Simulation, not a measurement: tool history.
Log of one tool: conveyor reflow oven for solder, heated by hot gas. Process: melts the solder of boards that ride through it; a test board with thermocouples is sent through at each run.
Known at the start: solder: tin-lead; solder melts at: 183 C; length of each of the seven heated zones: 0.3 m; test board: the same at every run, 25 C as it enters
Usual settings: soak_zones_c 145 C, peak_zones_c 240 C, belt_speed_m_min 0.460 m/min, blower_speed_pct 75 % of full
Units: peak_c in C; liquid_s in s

run   hour  soak_zones_c  peak_zones_c  belt_speed_m_min  blower_speed_pct  peak_c  liquid_s
  1    0.0           145           240             0.460                75   225.3      67.5
  2   14.8           145           240             0.460                75   225.1      67.1
  3   32.0           145           240             0.460                75   225.0      67.5
  4   55.0           145           240             0.460                75   225.1      67.2
  5   75.7           145           240             0.460                75   225.0      67.2
  6   96.0           140           240             0.460                75   224.3      64.6
  7  113.5           145           240             0.460                59   222.6      65.4
  8  137.1           145           240             0.423                75   227.5      74.9
  9  148.3           159           240             0.460                75   227.3      74.6
 10  169.0           159           240             0.460                75   227.4      74.6
 11  184.4           159           240             0.460                75   227.3      75.0
 12  195.1           145           240             0.451                75   225.8      69.3
 13  217.9           134           234             0.451                75   218.4      59.7
 14  228.6           134           248             0.451                60   228.0      66.5
 15  246.5           134           248             0.451                60   228.2      66.7
     252.6  -- belt drive overhauled, speed set with a stopwatch
 16  273.9           134           248             0.451                60   228.5      67.1
 17  290.0           149           240             0.409                75   229.3      80.8
 18  301.8           155           254             0.421                66   241.1      87.5
 19  312.5           155           254             0.421                66   240.9      87.7
 20  329.1           155           254             0.421                66   240.9      87.7
 21  344.2           155           254             0.421                66   240.7      87.4
 22  355.1           155           254             0.421                66   240.9      87.6

4 ways to go on from here, each from the tool as it stands after run 22. What would each give?
  A  369.4           141           254             0.483                53       ?         ?
  B  369.4           145           240             0.460                55       ?         ?
  C  369.4           140           254             0.421                84       ?         ?
  D  369.4           155           252             0.469                82       ?         ?

run  peak_c  liquid_s
  A   230.5      66.6
  B   221.9      65.3
  C   241.0      81.7
  D   237.6      77.4
Without the tool's hidden state the same runs would have given:
run  peak_c  liquid_s
  A   230.0      65.3
  B   221.3      64.0
  C   240.4      80.2
  D   237.1      75.9
